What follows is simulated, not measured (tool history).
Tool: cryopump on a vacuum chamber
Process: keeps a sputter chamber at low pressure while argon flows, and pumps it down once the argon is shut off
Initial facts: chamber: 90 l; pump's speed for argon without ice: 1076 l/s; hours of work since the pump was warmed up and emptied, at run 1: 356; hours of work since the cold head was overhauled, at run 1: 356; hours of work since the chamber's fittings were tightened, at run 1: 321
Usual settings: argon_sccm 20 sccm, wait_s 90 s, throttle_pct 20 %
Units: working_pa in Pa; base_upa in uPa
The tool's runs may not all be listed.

| run | hour | argon_sccm | wait_s | throttle_pct | hours of work since the pump was warmed up and emptied | hours of work since the cold head was overhauled | hours of work since the chamber's fittings were tightened | working_pa | base_upa |
|---|---|---|---|---|---|---|---|---|---|
| 1 | 0.0 | 20 | 90 | 20 | 356 | 356 | 321 | 0.1680 | 1.22 |
| 2 | 15.4 | 20 | 90 | 20 | 369 | 369 | 334 | 0.1690 | 1.26 |
| 3 | 36.6 | 20 | 90 | 24 | 387 | 387 | 352 | 0.1416 | 1.31 |
| 4 | 58.0 | 20 | 90 | 24 | 404 | 404 | 370 | 0.1425 | 1.27 |
| 5 | 78.1 | 20 | 90 | 24 | 421 | 421 | 386 | 0.1430 | 1.27 |
|  | 93.5 | pump warmed up, emptied and cooled again |
| 6 | 104.2 | 20 | 90 | 20 | 9 | 439 | 404 | 0.1575 | 1.12 |
| 7 | 123.9 | 20 | 90 | 20 | 25 | 455 | 420 | 0.1564 | 1.14 |
| 8 | 138.4 | 20 | 90 | 20 | 37 | 467 | 433 | 0.1580 | 1.15 |
| 9 | 155.3 | 9 | 90 | 20 | 52 | 481 | 447 | 0.0715 | 1.15 |
| 10 | 174.6 | 9 | 90 | 20 | 68 | 497 | 463 | 0.0716 | 1.13 |
| 11 | 185.0 | 15 | 90 | 20 | 76 | 506 | 471 | 0.1188 | 1.20 |
| 12 | 196.6 | 11 | 64 | 16 | 86 | 516 | 481 | 0.1091 | 1.47 |
| 13 | 217.4 | 11 | 64 | 16 | 103 | 533 | 498 | 0.1092 | 1.56 |

Run 14 is up next; what results do you expect?
| 14 | 239.1 | 18 | 271 | 27 | 121 | 551 | 516 | ? | ? |

working_pa: 0.1071 Pa
base_upa: 0.69 uPa
Were there no unlogged condition in the tool, this run, its random variation unchanged, would have produced working_pa 0.1044 Pa, base_upa 0.52 uPa.
